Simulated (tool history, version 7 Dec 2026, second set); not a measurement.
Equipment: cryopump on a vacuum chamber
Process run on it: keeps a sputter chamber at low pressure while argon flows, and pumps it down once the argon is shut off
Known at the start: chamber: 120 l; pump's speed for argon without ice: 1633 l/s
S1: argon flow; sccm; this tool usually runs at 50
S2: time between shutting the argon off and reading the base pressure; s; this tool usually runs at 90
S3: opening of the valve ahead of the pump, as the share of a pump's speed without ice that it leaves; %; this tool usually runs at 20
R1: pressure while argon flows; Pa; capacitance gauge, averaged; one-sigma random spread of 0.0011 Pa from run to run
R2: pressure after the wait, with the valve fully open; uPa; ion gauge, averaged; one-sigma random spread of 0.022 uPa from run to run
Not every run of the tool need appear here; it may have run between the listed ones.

run,day,S1,S2,S3,R1,R2
1,0.000,50,90,20,0.2652,0.76
2,0.346,50,90,20,0.2645,0.72
3,0.750,50,90,20,0.2653,0.75
4,1.392,50,127,20,0.2665,0.59
5,1.938,50,90,20,0.2673,0.72
6,2.429,50,283,20,0.2668,0.48
7,3.138,50,283,20,0.2670,0.42
8,3.533,35,90,20,0.1857,0.75
9,4.188,35,90,20,0.1858,0.78
10,4.558,50,80,20,0.2647,0.85
11,5.225,50,80,20,0.2698,0.84
12,5.621,50,80,20,0.2672,0.85
13,6.100,50,80,20,0.2681,0.83
14,6.621,50,80,20,0.2677,0.82
15,7.371,50,57,35,0.1575,1.05
16,7.700,50,57,35,0.1589,1.06
17,8.046,50,57,35,0.1587,1.03
18,8.625,23,41,38,0.0679,1.37
19,9.154,23,41,38,0.0676,1.39
20,9.900,23,41,38,0.0678,1.36
21,10.538,62,90,21,0.3193,0.80
22,11.129,62,90,21,0.3205,0.83
23,11.646,72,45,19,0.4089,1.29
24,12.271,50,52,29,0.1922,1.18
25,12.992,98,52,29,0.3738,1.22
26,13.525,50,54,20,0.2727,1.19
27,14.283,40,22,17,0.2559,2.35

Branching from run 27: 5 alternative next runs. What would each branch give?
A,14.692,50,30,20,?,?
B,14.692,52,24,32,?,?
C,14.692,21,45,17,?,?
D,14.692,64,278,45,?,?
E,14.692,50,90,21,?,?

run,R1,R2
A,0.2726,1.80
B,0.1837,2.20
C,0.1346,1.33
D,0.1654,0.53
E,0.2605,0.88
Take away the tool's hidden state, keep each run's random variation, and the runs would have read:
run,R1,R2
A,0.2585,1.61
B,0.1689,2.00
C,0.1287,1.14
D,0.1474,0.33
E,0.2464,0.68

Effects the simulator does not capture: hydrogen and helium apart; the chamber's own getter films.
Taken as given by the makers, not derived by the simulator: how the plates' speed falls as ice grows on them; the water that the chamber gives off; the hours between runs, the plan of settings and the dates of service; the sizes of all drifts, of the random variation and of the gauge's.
